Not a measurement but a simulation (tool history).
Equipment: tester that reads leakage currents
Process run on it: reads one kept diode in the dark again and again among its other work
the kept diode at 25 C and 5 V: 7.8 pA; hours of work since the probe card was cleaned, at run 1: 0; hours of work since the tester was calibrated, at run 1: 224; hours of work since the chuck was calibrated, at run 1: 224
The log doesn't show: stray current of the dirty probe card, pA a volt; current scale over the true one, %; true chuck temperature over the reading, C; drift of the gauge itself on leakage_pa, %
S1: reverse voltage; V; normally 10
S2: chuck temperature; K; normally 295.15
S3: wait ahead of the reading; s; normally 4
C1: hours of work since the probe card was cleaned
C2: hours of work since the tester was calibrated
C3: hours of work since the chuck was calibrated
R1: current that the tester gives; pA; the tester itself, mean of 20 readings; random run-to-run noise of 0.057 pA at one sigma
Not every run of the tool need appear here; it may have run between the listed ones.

run    hour    S1      S2    S3    C1    C2   C3      R1
  1       0    10  295.15     4     0   224  224    8.62
  2     198    10  325.15     4   144   369  369   70.39
  3   392.4    10  295.15     4   286   510  510   12.22
  4   600.1    10  295.15     4   437   661  661   14.18
  5   819.1    10  306.15     4   596   821  821   26.38
  6  1011.4    10  295.15  8.39   736   961  961   18.27
     1062.3  -- chuck's temperature calibrated
  7  1216.3    10  295.15  8.39   884  1109  112   21.22
  8  1388.6    10  295.15  8.39  1010  1234  238   22.64
  9  1594.3    10  295.15  8.39  1159  1384  387   24.76
 10  1826.2   1.2  295.15  8.39  1328  1553  556    5.66
 11  2084.9    10  295.15  2.54  1517  1741  745   30.25
     2122.9  -- probe card cleaned and baked
 12  2203.5    10  295.15  0.68    59  1825  829   11.91
 13  2399.5    10  295.15  0.68   201  1968  972   13.88
     2439.6  -- chuck's temperature calibrated
 14  2650.6    10  295.15  0.68   383  2149  154   17.11
 15  2792.1    10  300.15     4   486  2253  257   19.34
 16    3028    10  295.15  9.76   658  2424  428   17.32
 17  3153.2    10  304.15  9.76   749  2515  520   26.56
 18  3288.4    10  320.15     4   847  2614  618      61
 19  3415.5     5  295.15     4   940  2706  711   12.78
 20  3573.5   5.6  316.15  0.52  1055  2822  826   39.62
 21  3700.4   5.6  316.15  0.52  1147  2914  918   40.26
     3818.8  -- chuck's temperature calibrated
 22  3956.5  17.4  330.15  3.17  1332  3099  100  157.32
 23  4117.7  17.4  323.15  0.32  1450  3216  218  126.26
     4235.9  -- probe card cleaned and baked
 24  4251.8   3.8  301.15   7.8    12  3312  313    8.87
 25  4435.9   3.8  301.15   7.8   146  3446  447    9.49
 26  4602.1   1.5  306.15     4   267  3567  568    9.22
 27  4823.6   2.6  309.15     4   428  3728  729   14.93
 28  5012.5   1.4  327.15  0.76   566  3866  867   36.42
     5188.2  -- chuck's temperature calibrated
 29  5268.4    10  309.15  1.29   750  4051   58   36.91
 30  5477.1   2.3  306.15  1.75   902  4203  210      14
 31  5758.4   2.3  306.15  1.75  1107  4407  415   14.49
 32  6002.8   2.3  306.15  1.75  1285  4585  593   14.82
 33  6264.3   6.6  320.15  1.65  1476  4776  784   56.33
     6358.7  -- probe card cleaned and baked
 34  6520.9   3.9  294.15     4   118  4960  968    5.72
     6563.4  -- chuck's temperature calibrated
 35  6665.5   2.8  295.15     4   222  5064   74    6.09
 36  6805.4   2.8  295.15     4   324  5166  176    6.48
 37  6975.1   2.8  295.15     4   447  5290  300    6.81
 38  7132.6     5  297.15  1.14   562  5404  414   12.05

What if the next run were any one of these 5? Each begins from the tool's condition after run 38:
     7196.9  -- tester calibrated
  A  7404.4   2.2  296.15  8.89  759  151  611   ?
     7196.9  -- tester calibrated
  B  7404.4   8.5  316.15   0.8  759  151  611   ?
     7196.9  -- tester calibrated
  C  7404.4   5.1  329.15     4  759  151  611   ?
     7196.9  -- tester calibrated
  D  7404.4   2.8  316.15  1.57  759  151  611   ?
     7196.9  -- tester calibrated
  E  7404.4  19.8  297.15  1.14  759  151  611   ?

run     R1
  A   6.89
  B  45.09
  C  71.23
  D  25.03
  E   36.7
What these runs would have given with no unlogged condition in the tool:
run     R1
  A   4.99
  B  38.96
  C  70.83
  D  23.88
  E  17.01
